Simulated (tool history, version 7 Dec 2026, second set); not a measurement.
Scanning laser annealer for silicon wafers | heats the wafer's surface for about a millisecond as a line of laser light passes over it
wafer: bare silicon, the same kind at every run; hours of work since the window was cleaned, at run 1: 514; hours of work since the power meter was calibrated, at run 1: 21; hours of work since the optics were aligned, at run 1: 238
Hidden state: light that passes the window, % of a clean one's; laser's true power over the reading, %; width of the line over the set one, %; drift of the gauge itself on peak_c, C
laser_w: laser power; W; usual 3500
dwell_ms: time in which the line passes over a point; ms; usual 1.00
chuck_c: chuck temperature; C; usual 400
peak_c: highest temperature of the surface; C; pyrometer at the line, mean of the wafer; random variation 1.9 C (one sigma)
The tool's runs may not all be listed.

| run | hour | laser_w | dwell_ms | chuck_c | hours of work since the window was cleaned | hours of work since the power meter was calibrated | hours of work since the optics were aligned | peak_c |
|---|---|---|---|---|---|---|---|---|
| 1 | 0.0 | 3500 | 1.00 | 400 | 514 | 21 | 238 | 1127 |
| 2 | 14.3 | 3500 | 1.00 | 411 | 523 | 30 | 247 | 1142 |
| 3 | 21.1 | 3500 | 1.00 | 411 | 527 | 34 | 251 | 1139 |
| 4 | 34.0 | 3500 | 0.78 | 400 | 535 | 42 | 260 | 1044 |
| 5 | 47.2 | 3500 | 0.89 | 400 | 543 | 50 | 268 | 1087 |
| 6 | 59.1 | 3500 | 1.00 | 365 | 550 | 58 | 275 | 1094 |
| 7 | 74.3 | 3500 | 1.00 | 373 | 560 | 67 | 284 | 1102 |
| 8 | 85.2 | 3500 | 1.00 | 373 | 567 | 74 | 291 | 1103 |
| 9 | 96.9 | 3500 | 1.01 | 400 | 574 | 81 | 298 | 1132 |
| 10 | 110.6 | 3500 | 1.00 | 400 | 582 | 90 | 307 | 1127 |
| 11 | 123.0 | 3500 | 1.00 | 400 | 590 | 97 | 315 | 1127 |
| 12 | 138.9 | 3500 | 1.00 | 400 | 600 | 107 | 324 | 1129 |
| 13 | 146.7 | 3308 | 1.00 | 400 | 605 | 112 | 329 | 1077 |
| 14 | 154.9 | 3421 | 1.00 | 400 | 610 | 117 | 334 | 1110 |
| 15 | 171.5 | 3421 | 1.00 | 400 | 620 | 127 | 345 | 1106 |
| 16 | 187.5 | 3500 | 1.00 | 400 | 630 | 137 | 354 | 1128 |
| 17 | 203.8 | 3500 | 1.00 | 400 | 640 | 147 | 365 | 1129 |
| 18 | 215.7 | 3500 | 1.00 | 400 | 647 | 155 | 372 | 1127 |
| 19 | 231.6 | 3500 | 0.92 | 439 | 657 | 165 | 382 | 1137 |
| 20 | 244.9 | 3500 | 0.92 | 439 | 665 | 173 | 390 | 1141 |
| 21 | 257.8 | 3745 | 1.05 | 430 | 673 | 181 | 398 | 1243 |
| 22 | 268.9 | 3065 | 0.73 | 400 | 680 | 188 | 405 | 926 |
| 23 | 282.9 | 3824 | 1.21 | 389 | 689 | 196 | 414 | 1285 |
| 24 | 291.9 | 3414 | 1.00 | 400 | 695 | 202 | 419 | 1104 |
| 25 | 303.3 | 3500 | 1.24 | 400 | 702 | 209 | 426 | 1209 |
| 26 | 315.4 | 3636 | 0.74 | 388 | 709 | 217 | 434 | 1040 |
| 27 | 328.0 | 3178 | 1.00 | 400 | 717 | 224 | 442 | 1043 |
| 28 | 343.9 | 3707 | 1.00 | 368 | 727 | 234 | 451 | 1150 |
| 29 | 357.9 | 3707 | 1.00 | 368 | 735 | 243 | 460 | 1153 |
| 30 | 372.5 | 3707 | 1.00 | 368 | 744 | 252 | 469 | 1149 |
| 31 | 382.1 | 3707 | 1.11 | 382 | 750 | 258 | 475 | 1206 |
| 32 | 393.6 | 3707 | 1.11 | 382 | 757 | 265 | 482 | 1208 |
| 33 | 405.7 | 3004 | 1.11 | 382 | 765 | 272 | 490 | 1014 |
| 34 | 417.0 | 3004 | 1.11 | 382 | 772 | 279 | 497 | 1018 |
| 35 | 431.4 | 3004 | 1.12 | 378 | 781 | 288 | 505 | 1013 |
| 36 | 441.0 | 3004 | 1.12 | 378 | 787 | 294 | 511 | 1017 |

5 ways to go on from here, each from the tool as it stands after run 36. What would each give?
| A | 449.2 | 3500 | 1.00 | 369 | 792 | 299 | 516 | ? |
| B | 449.2 | 3566 | 1.00 | 400 | 792 | 299 | 516 | ? |
| C | 449.2 | 3500 | 1.13 | 396 | 792 | 299 | 516 | ? |
| D | 449.2 | 3004 | 1.16 | 361 | 792 | 299 | 516 | ? |
| E | 449.2 | 3776 | 0.87 | 398 | 792 | 299 | 516 | ? |

| run | peak_c |
|---|---|
| A | 1093 |
| B | 1146 |
| C | 1170 |
| D | 1007 |
| E | 1146 |
Without the tool's hidden state the same runs would have given:
| run | peak_c |
|---|---|
| A | 1095 |
| B | 1147 |
| C | 1172 |
| D | 1008 |
| E | 1148 |
